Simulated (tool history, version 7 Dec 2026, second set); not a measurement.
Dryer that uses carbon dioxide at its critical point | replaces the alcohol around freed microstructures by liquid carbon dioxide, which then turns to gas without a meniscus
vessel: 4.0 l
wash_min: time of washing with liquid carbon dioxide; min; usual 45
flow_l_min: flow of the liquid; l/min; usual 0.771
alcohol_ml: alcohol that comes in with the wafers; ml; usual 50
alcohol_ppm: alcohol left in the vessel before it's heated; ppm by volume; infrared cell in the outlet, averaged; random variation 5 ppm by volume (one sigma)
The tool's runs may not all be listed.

run 1 hour=0 | wash_min=45 flow_l_min=0.771 alcohol_ml=50 | alcohol_ppm=102
run 2 hour=11.2 | wash_min=45 flow_l_min=0.771 alcohol_ml=50 | alcohol_ppm=114
run 3 hour=36.8 | wash_min=45 flow_l_min=0.771 alcohol_ml=50 | alcohol_ppm=109
run 4 hour=61.4 | wash_min=43 flow_l_min=0.771 alcohol_ml=50 | alcohol_ppm=107
run 5 hour=80.6 | wash_min=45 flow_l_min=1.206 alcohol_ml=50 | alcohol_ppm=96
run 6 hour=105.4 | wash_min=45 flow_l_min=0.594 alcohol_ml=36 | alcohol_ppm=143
run 7 hour=123.7 | wash_min=45 flow_l_min=0.567 alcohol_ml=56 | alcohol_ppm=186

Run 8 comes next. What will it give?
run 8 hour=139 | wash_min=45 flow_l_min=1.141 alcohol_ml=42 | alcohol_ppm=?

Run 8 gave alcohol_ppm 105 ppm by volume.
Without the tool's hidden state the same run would have given alcohol_ppm 4 ppm by volume.

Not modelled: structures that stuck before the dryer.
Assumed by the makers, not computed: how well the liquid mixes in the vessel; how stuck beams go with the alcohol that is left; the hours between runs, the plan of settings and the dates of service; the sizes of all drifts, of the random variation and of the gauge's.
